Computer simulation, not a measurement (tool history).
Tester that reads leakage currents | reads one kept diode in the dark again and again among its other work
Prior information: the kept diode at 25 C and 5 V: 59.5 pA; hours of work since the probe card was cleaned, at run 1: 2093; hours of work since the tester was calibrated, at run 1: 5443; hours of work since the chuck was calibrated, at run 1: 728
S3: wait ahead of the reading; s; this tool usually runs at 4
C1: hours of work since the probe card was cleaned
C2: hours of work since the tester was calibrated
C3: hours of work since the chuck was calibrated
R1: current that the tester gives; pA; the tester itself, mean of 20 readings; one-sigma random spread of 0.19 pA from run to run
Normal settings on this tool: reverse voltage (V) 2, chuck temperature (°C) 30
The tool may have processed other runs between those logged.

{"run": 1, "hour": 0.0, "reverse voltage (V)": 2, "chuck temperature (°C)": 30, "S3": 4, "C1": 2093, "C2": 5443, "C3": 728, "R1": 60.74}
{"hour": 25.9, "done": "probe card cleaned and baked"}
{"hour": 78.7, "done": "tester calibrated"}
{"run": 2, "hour": 170.2, "reverse voltage (V)": 2, "chuck temperature (°C)": 53, "S3": 4, "C1": 94, "C2": 61, "C3": 838, "R1": 447.3}
{"run": 3, "hour": 342.8, "reverse voltage (V)": 2, "chuck temperature (°C)": 30, "S3": 4, "C1": 209, "C2": 175, "C3": 953, "R1": 60.8}
{"run": 4, "hour": 523.4, "reverse voltage (V)": 2, "chuck temperature (°C)": 30, "S3": 4, "C1": 329, "C2": 295, "C3": 1073, "R1": 60.59}
{"run": 5, "hour": 637.2, "reverse voltage (V)": 2, "chuck temperature (°C)": 22, "S3": 4, "C1": 405, "C2": 371, "C3": 1148, "R1": 28.22}
{"run": 6, "hour": 799.8, "reverse voltage (V)": 2, "chuck temperature (°C)": 22, "S3": 4, "C1": 513, "C2": 479, "C3": 1256, "R1": 28.25}
{"run": 7, "hour": 1027.9, "reverse voltage (V)": 15.09, "chuck temperature (°C)": 30, "S3": 4, "C1": 664, "C2": 630, "C3": 1408, "R1": 167.95}
{"run": 8, "hour": 1211.3, "reverse voltage (V)": 15.09, "chuck temperature (°C)": 30, "S3": 4, "C1": 786, "C2": 752, "C3": 1530, "R1": 167.47}
{"run": 9, "hour": 1442.8, "reverse voltage (V)": 15.09, "chuck temperature (°C)": 30, "S3": 4, "C1": 940, "C2": 906, "C3": 1683, "R1": 167.22}
{"run": 10, "hour": 1564.9, "reverse voltage (V)": 15.09, "chuck temperature (°C)": 30, "S3": 4, "C1": 1021, "C2": 987, "C3": 1764, "R1": 167.1}
{"run": 11, "hour": 1782.2, "reverse voltage (V)": 15.09, "chuck temperature (°C)": 30, "S3": 4, "C1": 1165, "C2": 1131, "C3": 1909, "R1": 167.3}
{"run": 12, "hour": 1978.6, "reverse voltage (V)": 2, "chuck temperature (°C)": 30, "S3": 7.61, "C1": 1296, "C2": 1262, "C3": 2039, "R1": 60.3}
{"run": 13, "hour": 2181.1, "reverse voltage (V)": 2, "chuck temperature (°C)": 30, "S3": 4, "C1": 1430, "C2": 1396, "C3": 2174, "R1": 60.76}
{"run": 14, "hour": 2299.6, "reverse voltage (V)": 2, "chuck temperature (°C)": 30, "S3": 4, "C1": 1509, "C2": 1475, "C3": 2252, "R1": 60.56}
{"run": 15, "hour": 2428.9, "reverse voltage (V)": 2, "chuck temperature (°C)": 30, "S3": 9.44, "C1": 1595, "C2": 1561, "C3": 2338, "R1": 60.36}
{"run": 16, "hour": 2555.9, "reverse voltage (V)": 2, "chuck temperature (°C)": 30, "S3": 9.44, "C1": 1679, "C2": 1645, "C3": 2423, "R1": 60.75}
{"hour": 2667.0, "done": "chuck's temperature calibrated"}
{"run": 17, "hour": 2766.8, "reverse voltage (V)": 2, "chuck temperature (°C)": 30, "S3": 9.44, "C1": 1818, "C2": 1784, "C3": 66, "R1": 60.66}
{"run": 18, "hour": 2878.9, "reverse voltage (V)": 2, "chuck temperature (°C)": 30, "S3": 9.44, "C1": 1892, "C2": 1858, "C3": 141, "R1": 60.42}
{"run": 19, "hour": 2998.9, "reverse voltage (V)": 2, "chuck temperature (°C)": 30, "S3": 9.44, "C1": 1972, "C2": 1938, "C3": 220, "R1": 60.66}
{"run": 20, "hour": 3129.0, "reverse voltage (V)": 2, "chuck temperature (°C)": 24, "S3": 5.35, "C1": 2058, "C2": 2024, "C3": 307, "R1": 34.4}
{"hour": 3195.4, "done": "probe card cleaned and baked"}
{"run": 21, "hour": 3349.4, "reverse voltage (V)": 1.59, "chuck temperature (°C)": 44, "S3": 8.64, "C1": 102, "C2": 2169, "C3": 451, "R1": 188.95}
{"run": 22, "hour": 3598.4, "reverse voltage (V)": 1.59, "chuck temperature (°C)": 32, "S3": 0.89, "C1": 268, "C2": 2334, "C3": 617, "R1": 65.66}
{"run": 23, "hour": 3771.0, "reverse voltage (V)": 1.59, "chuck temperature (°C)": 32, "S3": 0.89, "C1": 382, "C2": 2449, "C3": 731, "R1": 65.26}
{"run": 24, "hour": 3916.0, "reverse voltage (V)": 2, "chuck temperature (°C)": 53, "S3": 3.22, "C1": 479, "C2": 2545, "C3": 827, "R1": 446.99}
{"run": 25, "hour": 4105.7, "reverse voltage (V)": 2, "chuck temperature (°C)": 47, "S3": 1.01, "C1": 605, "C2": 2671, "C3": 954, "R1": 274.08}
{"run": 26, "hour": 4227.4, "reverse voltage (V)": 1.09, "chuck temperature (°C)": 30, "S3": 4, "C1": 685, "C2": 2752, "C3": 1034, "R1": 44.92}
{"run": 27, "hour": 4386.0, "reverse voltage (V)": 1.96, "chuck temperature (°C)": 30, "S3": 0.34, "C1": 791, "C2": 2857, "C3": 1140, "R1": 61.61}
{"run": 28, "hour": 4524.1, "reverse voltage (V)": 1.96, "chuck temperature (°C)": 30, "S3": 0.34, "C1": 883, "C2": 2949, "C3": 1231, "R1": 61.81}
{"run": 29, "hour": 4722.8, "reverse voltage (V)": 1.96, "chuck temperature (°C)": 30, "S3": 0.34, "C1": 1014, "C2": 3081, "C3": 1363, "R1": 61.59}
{"run": 30, "hour": 4825.6, "reverse voltage (V)": 8.23, "chuck temperature (°C)": 55, "S3": 0.34, "C1": 1083, "C2": 3149, "C3": 1432, "R1": 1066.27}
{"run": 31, "hour": 5048.8, "reverse voltage (V)": 8.23, "chuck temperature (°C)": 55, "S3": 0.34, "C1": 1231, "C2": 3298, "C3": 1580, "R1": 1073.1}
{"run": 32, "hour": 5255.9, "reverse voltage (V)": 9.16, "chuck temperature (°C)": 30, "S3": 4, "C1": 1368, "C2": 3435, "C3": 1717, "R1": 130.47}
{"run": 33, "hour": 5458.5, "reverse voltage (V)": 2, "chuck temperature (°C)": 30, "S3": 0.51, "C1": 1503, "C2": 3570, "C3": 1852, "R1": 62.02}
{"run": 34, "hour": 5618.8, "reverse voltage (V)": 2, "chuck temperature (°C)": 30, "S3": 1.9, "C1": 1610, "C2": 3676, "C3": 1958, "R1": 60.87}
{"run": 35, "hour": 5859.3, "reverse voltage (V)": 5.19, "chuck temperature (°C)": 29, "S3": 4, "C1": 1769, "C2": 3836, "C3": 2118, "R1": 89.44}
{"run": 36, "hour": 6074.8, "reverse voltage (V)": 5.19, "chuck temperature (°C)": 21, "S3": 4, "C1": 1912, "C2": 3979, "C3": 2261, "R1": 41.48}
{"run": 37, "hour": 6211.3, "reverse voltage (V)": 5.19, "chuck temperature (°C)": 36, "S3": 4, "C1": 2003, "C2": 4070, "C3": 2352, "R1": 169.21}
{"hour": 6360.7, "done": "probe card cleaned and baked"}
{"run": 38, "hour": 6360.7, "reverse voltage (V)": 6.15, "chuck temperature (°C)": 30, "S3": 0.94, "C1": 0, "C2": 4167, "C3": 2449, "R1": 108.58}

Consider 4 possible next runs. They are alternatives, not a sequence: every one starts from the tool as it was left by run 38. What does each give?
{"hour": 6438.3, "done": "chuck's temperature calibrated"}
{"run": "A", "hour": 6593.4, "reverse voltage (V)": 2, "chuck temperature (°C)": 30, "S3": 0.67, "C1": 153, "C2": 4320, "C3": 103, "R1": "?"}
{"hour": 6438.3, "done": "chuck's temperature calibrated"}
{"run": "B", "hour": 6593.4, "reverse voltage (V)": 13.5, "chuck temperature (°C)": 30, "S3": 0.94, "C1": 153, "C2": 4320, "C3": 103, "R1": "?"}
{"hour": 6438.3, "done": "chuck's temperature calibrated"}
{"run": "C", "hour": 6593.4, "reverse voltage (V)": 6.15, "chuck temperature (°C)": 39, "S3": 0.59, "C1": 153, "C2": 4320, "C3": 103, "R1": "?"}
{"hour": 6438.3, "done": "chuck's temperature calibrated"}
{"run": "D", "hour": 6593.4, "reverse voltage (V)": 11.9, "chuck temperature (°C)": 59, "S3": 6.61, "C1": 153, "C2": 4320, "C3": 103, "R1": "?"}

run=A R1=61.58
run=B R1=161.13
run=C R1=243.27
run=D R1=1743.78
Had the tool no hidden state, the same runs would have come out as:
run=A R1=61.58
run=B R1=161.12
run=C R1=243.28
run=D R1=1743.85
